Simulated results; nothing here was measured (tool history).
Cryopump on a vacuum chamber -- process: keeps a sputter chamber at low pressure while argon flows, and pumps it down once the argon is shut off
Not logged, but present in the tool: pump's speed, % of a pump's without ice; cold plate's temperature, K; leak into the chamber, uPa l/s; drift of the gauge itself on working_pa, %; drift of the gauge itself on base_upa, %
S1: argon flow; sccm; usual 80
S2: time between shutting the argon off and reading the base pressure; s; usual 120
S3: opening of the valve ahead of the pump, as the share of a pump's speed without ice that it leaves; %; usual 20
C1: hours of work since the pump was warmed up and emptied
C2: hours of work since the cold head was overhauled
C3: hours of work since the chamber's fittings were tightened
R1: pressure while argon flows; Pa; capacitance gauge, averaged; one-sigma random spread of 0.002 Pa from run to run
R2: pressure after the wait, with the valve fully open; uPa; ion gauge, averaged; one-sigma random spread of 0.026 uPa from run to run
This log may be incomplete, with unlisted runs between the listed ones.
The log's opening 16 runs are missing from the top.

run	day	S1	S2	S3	C1	C2	C3	R1	R2
17	22.588	80	120	19	128	1380	1380	0.5180	1.69
18	24.262	80	87	17	159	1411	1411	0.5775	2.07
19	26.025	100	275	20	192	1444	1444	0.6267	1.36
20	27.675	107	29	39	223	1475	1475	0.3561	4.45
21	28.575	80	37	58	240	1492	1492	0.1883	3.81
22	30.242	74	21	58	271	1523	1523	0.1752	5.89
23	31.500	74	21	58	295	1547	1547	0.1772	6.07
24	32.483	85	29	57	313	1565	1565	0.2107	4.61
25	33.775	85	29	57	338	1589	1589	0.2122	4.73
26	34.750	85	29	57	356	1608	1608	0.2136	4.74
27	35.558	123	34	40	371	1623	1623	0.4216	4.25
28	36.717	123	113	40	393	1645	1645	0.4248	2.14
# day 37.575: pump warmed up, emptied and cooled again
29	37.929	123	113	40	7	1663	1663	0.3759	1.81
30	39.642	123	239	36	39	1695	1695	0.4194	1.43
31	40.458	123	239	36	54	1711	1711	0.4215	1.41

Here are 5 independent what-if runs from the current tool condition. What would each one return?
A	41.762	123	40	28	78	1735	1735	?	?
B	41.762	123	36	55	78	1735	1735	?	?
C	41.762	34	116	18	78	1735	1735	?	?
D	41.762	50	53	36	78	1735	1735	?	?
E	41.762	76	35	36	78	1735	1735	?	?

run	R1	R2
A	0.5384	3.55
B	0.2824	3.93
C	0.2310	1.92
D	0.1728	2.95
E	0.2637	4.07
The same runs, with their run-to-run variation unchanged, on a tool lacking any hidden condition would have given:
run	R1	R2
A	0.5243	2.75
B	0.2683	3.11
C	0.2271	1.10
D	0.1671	2.14
E	0.2549	3.24

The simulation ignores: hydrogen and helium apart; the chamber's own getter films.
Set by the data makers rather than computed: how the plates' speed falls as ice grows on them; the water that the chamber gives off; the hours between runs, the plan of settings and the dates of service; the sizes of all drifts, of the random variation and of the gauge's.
